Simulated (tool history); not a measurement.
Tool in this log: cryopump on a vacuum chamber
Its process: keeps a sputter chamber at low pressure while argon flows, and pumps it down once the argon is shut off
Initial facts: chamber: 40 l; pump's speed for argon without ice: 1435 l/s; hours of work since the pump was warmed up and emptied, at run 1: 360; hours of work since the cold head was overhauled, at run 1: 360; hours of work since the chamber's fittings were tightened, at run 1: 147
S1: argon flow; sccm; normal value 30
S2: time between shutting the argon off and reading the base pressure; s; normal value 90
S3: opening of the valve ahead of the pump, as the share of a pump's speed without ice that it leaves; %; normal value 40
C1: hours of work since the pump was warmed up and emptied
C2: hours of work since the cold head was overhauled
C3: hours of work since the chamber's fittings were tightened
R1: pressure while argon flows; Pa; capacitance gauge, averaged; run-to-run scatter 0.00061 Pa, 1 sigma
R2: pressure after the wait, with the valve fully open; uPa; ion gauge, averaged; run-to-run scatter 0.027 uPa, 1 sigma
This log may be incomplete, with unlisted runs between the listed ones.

run    hour  S1   S2  S3   C1    C2    C3      R1    R2
  1     0.0  30   90  40  360   360   147  0.0937  1.36
  2    87.3  30   90  32  399   399   186  0.1157  1.41
  3   144.8  30   90  33  425   425   212  0.1137  1.48
  4   199.3  30   90  33  450   450   236  0.1149  1.45
  5   255.6  30   90  50  475   475   262  0.0766  1.38
  6   322.8  30   90  50  506   506   292  0.0784  1.49
  7   370.0  30  155  50  527   527   313  0.0780  1.11
  8   443.7  30  155  50  560   560   347  0.0785  1.13
  9   542.9  30   90  40  605   605   391  0.0962  1.63
 10   591.6  30   90  40  627   627   413  0.0978  1.66
 11   637.3  30   90  40  647   647   434  0.0968  1.70
 12   728.7  30   33  40  689   689   475  0.0989  3.41
 13   829.1  30   33  40  734   734   520  0.0990  3.45
 14   937.9  30  214  40  783   783   569  0.1002  1.27
      961.1  -- pump warmed up, emptied and cooled again
 15  1002.3  30  214  40   19   810   596  0.0894  1.09
 16  1061.1  30  145  40   45   836   623  0.0889  1.29
 17  1149.0  30  145  40   85   876   662  0.0892  1.30
 18  1201.3  30   90  27  108   899   686  0.1321  1.73
 19  1259.6  30   41  19  135   926   712  0.1877  2.93
 20  1328.1  38   25  40  165   956   743  0.1151  4.38
 21  1373.6  44   28  24  186   977   763  0.2193  4.04
 22  1434.8  44   28  24  214  1005   791  0.2193  4.09
 23  1527.5  32  278  28  255  1046   833  0.1400  1.24
 24  1633.4  32  172  40  303  1094   880  0.0995  1.42
 25  1743.1  32  172  40  352  1143   930  0.0997  1.47
 26  1828.5  16  172  23  391  1182   968  0.0842  1.54
 27  1879.6  17   90  40  414  1205   991  0.0529  2.05
 28  1953.1  17   90  40  447  1238  1025  0.0534  2.09
 29  2017.7  17   90  40  476  1267  1054  0.0540  2.16
 30  2077.5  17   35  40  503  1294  1081  0.0538  3.79
 31  2138.5  24  154  47  531  1322  1108  0.0660  1.78
 32  2208.4  24  154  47  562  1353  1140  0.0659  1.82
 33  2266.5  18  154  47  588  1379  1166  0.0504  1.81
 34  2322.5  18  154  47  614  1405  1191  0.0494  1.91
 35  2433.9  18  154  47  664  1455  1241  0.0506  1.83

Difference, measured minus no-hidden-state, one row per run. Run-to-run variation is common to both terms; the gauge's own scatter need not be:
Hidden conditions of the tool in this case: pump's speed, % of a pump's without ice; cold plate's temperature, K; leak into the chamber, uPa l/s; drift of the gauge itself on working_pa, %; drift of the gauge itself on base_upa, %.
run       R1     R2
  1  +0.0050  +0.15
  2  +0.0055  +0.19
  3  +0.0058  +0.22
  4  +0.0062  +0.24
  5  +0.0065  +0.25
  6  +0.0070  +0.29
  7  +0.0073  +0.32
  8  +0.0078  +0.35
  9  +0.0085  +0.40
 10  +0.0089  +0.43
 11  +0.0092  +0.46
 12  +0.0099  +0.49
 13  +0.0108  +0.54
 14  +0.0116  +0.62
 15  +0.0007  +0.44
 16  +0.0010  +0.46
 17  +0.0014  +0.49
 18  +0.0016  +0.52
 19  +0.0020  +0.54
 20  +0.0029  +0.58
 21  +0.0037  +0.60
 22  +0.0042  +0.63
 23  +0.0037  +0.69
 24  +0.0043  +0.70
 25  +0.0050  +0.77
 26  +0.0027  +0.83
 27  +0.0031  +0.83
 28  +0.0034  +0.88
 29  +0.0035  +0.92
 30  +0.0038  +0.95
 31  +0.0057  +0.97
 32  +0.0059  +1.02
 33  +0.0048  +1.04
 34  +0.0050  +1.08
 35  +0.0054  +1.10

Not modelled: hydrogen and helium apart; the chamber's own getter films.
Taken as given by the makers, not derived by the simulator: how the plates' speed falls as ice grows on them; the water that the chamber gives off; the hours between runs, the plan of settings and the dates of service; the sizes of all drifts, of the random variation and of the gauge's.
